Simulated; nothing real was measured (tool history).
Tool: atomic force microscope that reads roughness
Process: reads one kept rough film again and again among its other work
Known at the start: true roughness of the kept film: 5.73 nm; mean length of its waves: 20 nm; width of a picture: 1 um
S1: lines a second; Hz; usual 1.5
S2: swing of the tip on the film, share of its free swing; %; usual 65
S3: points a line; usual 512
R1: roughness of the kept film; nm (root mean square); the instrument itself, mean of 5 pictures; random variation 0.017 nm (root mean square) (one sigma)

run	hour	S1	S2	S3	R1
1	0	1.5	65	512	4.202
2	8.3	1.5	65	512	4.217
# hour 9.7: new tip fitted
3	16.9	1.5	65	512	4.239
4	27.4	1.5	65	512	4.235
5	32.3	1.5	65	512	4.229
6	43	0.57	65	512	4.331
7	49.5	0.57	65	512	4.324
8	60.8	0.57	65	512	4.355
9	67.9	0.57	65	512	4.389
10	78.4	0.57	65	512	4.322
11	89.5	0.6	65	512	4.33
12	100.9	0.52	60	1010	4.379
13	110.4	1.2	65	512	4.276
14	117.5	2.49	65	722	4.116
15	128	2.03	68	512	4.072
16	134.1	1.15	68	411	4.206
17	138.8	0.55	81	739	4.279
18	147.4	0.55	81	739	4.272

Forecast each of these 3 alternatives for the next run:
A	152.9	3.76	62	415	?
B	152.9	0.55	72	739	?
C	152.9	1.5	72	512	?

run	R1
A	3.995
B	4.321
C	4.132
Without the tool's hidden state the same runs would have given:
run	R1
A	4.006
B	4.333
C	4.143
